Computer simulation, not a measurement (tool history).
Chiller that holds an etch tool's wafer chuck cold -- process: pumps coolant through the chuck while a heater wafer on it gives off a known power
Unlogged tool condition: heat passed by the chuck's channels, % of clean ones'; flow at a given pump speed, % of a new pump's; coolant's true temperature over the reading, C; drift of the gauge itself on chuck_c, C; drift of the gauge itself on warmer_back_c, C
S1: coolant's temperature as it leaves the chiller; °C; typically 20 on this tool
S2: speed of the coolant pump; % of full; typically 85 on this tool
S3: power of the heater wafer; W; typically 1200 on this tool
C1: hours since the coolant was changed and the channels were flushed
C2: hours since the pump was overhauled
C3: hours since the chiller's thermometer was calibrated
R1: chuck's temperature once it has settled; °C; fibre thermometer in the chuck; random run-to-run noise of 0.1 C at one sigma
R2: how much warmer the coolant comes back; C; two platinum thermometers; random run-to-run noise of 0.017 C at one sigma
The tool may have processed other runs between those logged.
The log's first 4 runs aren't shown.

Run 5, hour 242.7: usual settings but S3 1740 W; C1 2351; C2 1805; C3 2657. Result: R1 32.1 °C, R2 3.68 C.
Run 6, hour 288.6: usual settings but S1 23 °C; C1 2397; C2 1851; C3 2703. Result: R1 31.4 °C, R2 2.54 C.
Run 7, hour 347.2: usual settings but S1 23 °C; C1 2456; C2 1910; C3 2762. Result: R1 31.5 °C, R2 2.51 C.
Run 8, hour 383.1: usual settings; C1 2492; C2 1946; C3 2798. Result: R1 28.6 °C, R2 2.55 C.
Run 9, hour 452.1: usual settings; C1 2561; C2 2015; C3 2867. Result: R1 28.8 °C, R2 2.56 C.
Run 10, hour 494.1: usual settings but S1 11 °C; C1 2603; C2 2057; C3 2909. Result: R1 19.4 °C, R2 2.54 C.
Run 11, hour 529.2: usual settings; C1 2638; C2 2092; C3 2944. Result: R1 28.7 °C, R2 2.56 C.
Run 12, hour 596.9: usual settings; C1 2706; C2 2160; C3 3012. Result: R1 28.8 °C, R2 2.57 C.
Run 13, hour 674.9: usual settings; C1 2783; C2 2237; C3 3089. Result: R1 28.8 °C, R2 2.56 C.
Run 14, hour 741.9: usual settings; C1 2850; C2 2304; C3 3156. Result: R1 29.0 °C, R2 2.57 C.
Run 15, hour 821.9: usual settings; C1 2930; C2 2385; C3 3237. Result: R1 28.9 °C, R2 2.61 C.
Run 16, hour 903.3: usual settings but S2 65 % of full; C1 3012; C2 2466; C3 3318. Result: R1 30.7 °C, R2 3.40 C.
Run 17, hour 971.1: usual settings but S2 65 % of full; C1 3080; C2 2534; C3 3386. Result: R1 31.0 °C, R2 3.38 C.
Run 18, hour 1005.7: usual settings but S2 65 % of full; C1 3114; C2 2568; C3 3420. Result: R1 30.9 °C, R2 3.37 C.
Run 19, hour 1056.1: usual settings but S2 65 % of full; C1 3165; C2 2619; C3 3471. Result: R1 30.9 °C, R2 3.40 C.
Run 20, hour 1121.7: usual settings but S1 26 °C; C1 3230; C2 2684; C3 3536. Result: R1 35.3 °C, R2 2.58 C.
Run 21, hour 1197.5: usual settings but S1 25 °C, S3 1340 W; C1 3306; C2 2760; C3 3612. Result: R1 35.4 °C, R2 2.92 C.
Run 22, hour 1254.6: usual settings but S1 22 °C, S2 87 % of full, S3 780 W; C1 3363; C2 2817; C3 3669. Result: R1 28.2 °C, R2 1.67 C.
Run 23, hour 1308.0: usual settings but S1 22 °C, S2 87 % of full, S3 780 W; C1 3417; C2 2871; C3 3723. Result: R1 28.3 °C, R2 1.66 C.
Run 24, hour 1348.1: usual settings but S1 22 °C, S2 87 % of full, S3 740 W; C1 3457; C2 2911; C3 3763. Result: R1 28.0 °C, R2 1.61 C.
Run 25, hour 1413.8: usual settings but S1 24 °C, S2 87 % of full, S3 740 W; C1 3522; C2 2976; C3 3828. Result: R1 29.9 °C, R2 1.59 C.
Run 26, hour 1477.0: usual settings but S1 24 °C, S2 87 % of full, S3 673 W; C1 3586; C2 3040; C3 3892. Result: R1 29.6 °C, R2 1.45 C.

What will run 27 give?
Run 27, hour 1516.3: usual settings but S1 18 °C, S2 95 % of full, S3 716 W; C1 3625; C2 3079; C3 3931. Result: R1 ?, R2 ?.

Logged for run 27: R1 23.5 °C, R2 1.42 C.
With no hidden state in the tool, this same run would have given R1 21.7 °C, R2 1.32 C.
